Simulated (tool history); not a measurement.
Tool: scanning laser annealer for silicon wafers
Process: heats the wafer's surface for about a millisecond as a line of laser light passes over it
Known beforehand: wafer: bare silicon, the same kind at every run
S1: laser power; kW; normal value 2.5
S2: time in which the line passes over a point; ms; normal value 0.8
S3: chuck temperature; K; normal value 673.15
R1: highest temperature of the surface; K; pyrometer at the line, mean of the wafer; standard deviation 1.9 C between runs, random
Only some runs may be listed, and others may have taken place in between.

Run 1, day 0: usual settings. Result: R1 1507.15 K.
Run 2, day 0.267: usual settings. Result: R1 1506.15 K.
Run 3, day 0.688: usual settings. Result: R1 1506.15 K.
Run 4, day 1.05: usual settings. Result: R1 1504.15 K.
Run 5, day 1.229: usual settings but S2 0.57 ms. Result: R1 1396.15 K.
Run 6, day 1.642: usual settings but S2 0.817 ms. Result: R1 1513.15 K.
Run 7, day 2.033: usual settings but S2 0.817 ms. Result: R1 1513.15 K.
Run 8, day 2.362: usual settings but S2 0.817 ms. Result: R1 1511.15 K.
Run 9, day 2.542: usual settings but S2 0.971 ms. Result: R1 1573.15 K.
Run 10, day 2.854: usual settings but S2 0.971 ms. Result: R1 1572.15 K.
Run 11, day 3.221: usual settings but S2 0.781 ms. Result: R1 1495.15 K.
Run 12, day 3.446: usual settings but S2 0.781 ms. Result: R1 1491.15 K.
Run 13, day 3.754: usual settings but S2 0.781 ms. Result: R1 1495.15 K.
Run 14, day 4.071: usual settings but S2 0.781 ms. Result: R1 1493.15 K.
Run 15, day 4.462: usual settings but S2 0.781 ms. Result: R1 1494.15 K.
Run 16, day 4.738: usual settings but S2 0.781 ms. Result: R1 1493.15 K.
Run 17, day 5.15: usual settings but S2 0.781 ms. Result: R1 1491.15 K.
Run 18, day 5.412: usual settings but S2 0.781 ms. Result: R1 1493.15 K.
Run 19, day 5.671: usual settings but S2 0.781 ms. Result: R1 1491.15 K.
Run 20, day 5.896: usual settings but S1 2.689 kW, S2 0.92 ms. Result: R1 1626.15 K.
Run 21, day 6.296: usual settings but S1 2.689 kW, S2 0.92 ms. Result: R1 1626.15 K.
Run 22, day 6.667: usual settings but S1 2.531 kW, S2 0.733 ms, S3 694.15 K. Result: R1 1497.15 K.
Run 23, day 7.1: usual settings but S1 2.703 kW, S2 0.591 ms, S3 659.15 K. Result: R1 1455.15 K.
Run 24, day 7.429: usual settings but S1 2.714 kW, S2 0.562 ms, S3 648.15 K. Result: R1 1426.15 K.
Run 25, day 7.904: usual settings but S2 0.905 ms. Result: R1 1554.15 K.
Run 26, day 8.162: usual settings but S2 0.64 ms. Result: R1 1431.15 K.
Run 27, day 8.479: usual settings but S1 2.601 kW, S2 0.645 ms, S3 712.15 K. Result: R1 1507.15 K.
Run 28, day 8.862: usual settings but S1 2.601 kW, S2 0.645 ms, S3 712.15 K. Result: R1 1505.15 K.
Run 29, day 9.1: usual settings but S1 2.652 kW, S2 0.786 ms, S3 642.15 K. Result: R1 1524.15 K.
Run 30, day 9.358: usual settings but S1 2.652 kW, S2 0.786 ms, S3 642.15 K. Result: R1 1527.15 K.
Run 31, day 9.633: usual settings but S1 2.619 kW, S2 0.765 ms, S3 640.15 K. Result: R1 1503.15 K.
Run 32, day 9.892: usual settings but S1 2.27 kW, S2 0.942 ms, S3 688.15 K. Result: R1 1488.15 K.
Run 33, day 10.175: usual settings but S2 0.575 ms, S3 684.15 K. Result: R1 1410.15 K.
Run 34, day 10.592: usual settings but S1 2.319 kW, S2 0.575 ms, S3 684.15 K. Result: R1 1353.15 K.
Run 35, day 10.917: usual settings but S1 2.261 kW, S2 0.878 ms, S3 682.15 K. Result: R1 1456.15 K.
Run 36, day 11.117: usual settings but S1 2.425 kW, S2 0.841 ms, S3 708.15 K. Result: R1 1532.15 K.
Run 37, day 11.438: usual settings but S1 2.425 kW, S2 0.762 ms, S3 670.15 K. Result: R1 1459.15 K.
Run 38, day 11.817: usual settings but S1 2.289 kW, S2 0.951 ms, S3 643.15 K. Result: R1 1455.15 K.

Not shown: 2 entries that the log had between the listed runs. Between which runs, and how does the tool's hidden state differ before and after?
Between runs 17 and 18: window over the wafer cleaned (day 5.262)
  light that passes the window, % of a clean one's: 98.97 -> 98.82; width of the line over the set one, %: 1.39 -> 1.4
  what was measured, less what the result would be without the hidden state, R1: -16 -> -17 K
Between runs 24 and 25: window over the wafer cleaned, once more (day 7.862)
  light that passes the window, % of a clean one's: 98.67 -> 99.69; width of the line over the set one, %: 1.44 -> 1.45
  what was measured, less what the result would be without the hidden state, R1: -18 -> -11 K
